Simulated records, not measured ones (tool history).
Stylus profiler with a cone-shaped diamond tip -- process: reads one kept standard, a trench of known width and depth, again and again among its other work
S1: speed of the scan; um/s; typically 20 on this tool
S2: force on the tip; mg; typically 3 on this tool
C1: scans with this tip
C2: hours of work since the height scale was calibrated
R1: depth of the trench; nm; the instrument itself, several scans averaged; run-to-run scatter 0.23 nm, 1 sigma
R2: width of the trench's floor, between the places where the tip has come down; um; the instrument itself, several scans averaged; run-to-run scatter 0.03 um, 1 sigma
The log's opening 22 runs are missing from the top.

| run | day | S1 | S2 | C1 | C2 | R1 | R2 |
|---|---|---|---|---|---|---|---|
| 23 | 18.733 | 72 | 3 | 3894 | 729 | 1016.02 | 15.89 |
| 24 | 19.55 | 72 | 3 | 3967 | 743 | 1016.28 | 15.81 |
| 25 | 20.462 | 72 | 3 | 4049 | 758 | 1016.23 | 15.83 |
| 26 | 21.275 | 35 | 3 | 4123 | 772 | 1016.31 | 15.95 |
| 27 | 22.421 | 77 | 1.51 | 4226 | 791 | 1009.8 | 15.79 |
| 28 | 22.942 | 6 | 1.26 | 4272 | 800 | 1009.09 | 15.98 |
| 29 | 23.825 | 6 | 1.26 | 4352 | 815 | 1008.91 | 15.94 |
| 30 | 24.604 | 10 | 8.32 | 4422 | 828 | 1032.35 | 15.94 |
| 31 | 25.504 | 13 | 3 | 4503 | 843 | 1016.02 | 15.94 |
| 32 | 26.421 | 5 | 2.52 | 4585 | 858 | 1014.26 | 16.02 |
| 33 | 27.317 | 7 | 2.94 | 4666 | 874 | 1016.19 | 16 |
| 34 | 28.329 | 7 | 2.94 | 4757 | 891 | 1015.79 | 15.97 |
| 35 | 29.142 | 6 | 1.18 | 4830 | 904 | 1009.09 | 15.95 |
| 36 | 29.754 | 6 | 1.18 | 4885 | 915 | 1008.97 | 15.93 |
| 37 | 30.442 | 12 | 1.41 | 4947 | 926 | 1010.03 | 15.93 |
| 38 | 31.038 | 12 | 1.41 | 5001 | 936 | 1009.8 | 15.97 |
| 39 | 31.854 | 71 | 2.96 | 5075 | 950 | 1016.06 | 15.9 |
| 40 | 32.9 | 71 | 2.96 | 5169 | 968 | 1016.28 | 15.83 |
| 41 | 34.012 | 20 | 1.31 | 5269 | 986 | 1009.18 | 15.95 |
| 42 | 35.054 | 12 | 4.43 | 5362 | 1004 | 1021.06 | 15.98 |
|  | 35.417 | height scale calibrated on a step standard |
| 43 | 36.258 | 8 | 3 | 5469 | 14 | 1016.14 | 15.91 |
| 44 | 36.833 | 6 | 3 | 5521 | 24 | 1016.35 | 15.98 |
| 45 | 37.329 | 6 | 3 | 5565 | 32 | 1016.15 | 16 |
| 46 | 37.967 | 67 | 1.57 | 5623 | 43 | 1010.62 | 15.86 |
| 47 | 38.933 | 67 | 1.57 | 5710 | 59 | 1010.55 | 15.85 |

4 options for the next run, each taken on its own from the tool as it stands now. Forecast them:
| A | 39.492 | 55 | 3 | 5760 | 69 | ? | ? |
| B | 39.492 | 8 | 7.55 | 5760 | 69 | ? | ? |
| C | 39.492 | 5 | 5.29 | 5760 | 69 | ? | ? |
| D | 39.492 | 24 | 8.17 | 5760 | 69 | ? | ? |

| run | R1 | R2 |
|---|---|---|
| A | 1016.69 | 15.93 |
| B | 1029.72 | 15.97 |
| C | 1023.72 | 16.01 |
| D | 1031.33 | 15.96 |
Stripped of hidden state, with their random variation kept, the same runs would have yielded:
| run | R1 | R2 |
|---|---|---|
| A | 1016.69 | 15.93 |
| B | 1029.72 | 15.97 |
| C | 1023.71 | 16.01 |
| D | 1031.32 | 15.96 |

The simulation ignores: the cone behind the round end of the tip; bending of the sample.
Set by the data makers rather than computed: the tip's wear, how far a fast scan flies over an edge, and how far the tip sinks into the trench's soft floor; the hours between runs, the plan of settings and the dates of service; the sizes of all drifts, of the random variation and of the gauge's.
